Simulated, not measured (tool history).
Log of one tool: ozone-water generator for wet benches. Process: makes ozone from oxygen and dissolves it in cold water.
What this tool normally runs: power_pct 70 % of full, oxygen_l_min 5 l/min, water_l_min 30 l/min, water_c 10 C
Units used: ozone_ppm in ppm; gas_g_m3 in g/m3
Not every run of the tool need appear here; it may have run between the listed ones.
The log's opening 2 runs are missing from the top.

run   hour  power_pct  oxygen_l_min  water_l_min  water_c  hours of work since the electrodes were changed  hours of work since the contactor was cleaned  hours of work since the thermometer was calibrated  ozone_ppm  gas_g_m3
  3   80.6         70             5           30       10                                             2126                                           4406                                                1535       16.7     205.6
  4  125.8         70          3.06           30       10                                             2171                                           4451                                                1580       13.4     240.1
  5  167.8         70          3.06           30       10                                             2213                                           4493                                                1622       13.3     238.2
  6  209.9         70          3.06           30       10                                             2255                                           4535                                                1663       13.5     236.6
  7  248.3         70          3.06           30       10                                             2293                                           4573                                                1702       13.3     235.8
  8  274.3         70          3.06           30       10                                             2319                                           4599                                                1727       13.4     238.7
  9    312         70          3.06           30       10                                             2356                                           4636                                                1765       13.4     237.1
 10  355.8         70             5           30       11                                             2400                                           4680                                                1808       16.3     203.9
 11  386.4         70             5           30       10                                             2430                                           4710                                                1839       16.5     202.1
 12  431.5         70             5           30       10                                             2475                                           4755                                                1883       16.4     201.3
 13  465.8         70             5           30       10                                             2509                                           4789                                                1917       16.4     202.1
 14  520.7         70             5           30       10                                             2563                                           4843                                                1972       16.6     202.9
 15  550.2         70          4.01           30       10                                             2593                                           4873                                                2001       15.1     216.2
 16  575.5         67             5           38       10                                             2618                                           4898                                                2026         12     194.7

Run 17, settings as shown, results not yet in. Your forecast:
     584.4  -- contactor cleaned
 17  614.6         72             5           23       10                                             2652                                             30                                                2061          ?         ?

{"run 17": {"ozone_ppm": 21.8, "gas_g_m3": 207.8}}
If the tool had no hidden condition, the same run with the same run-to-run variation would have returned ozone_ppm 24.6 ppm, gas_g_m3 220.1 g/m3.
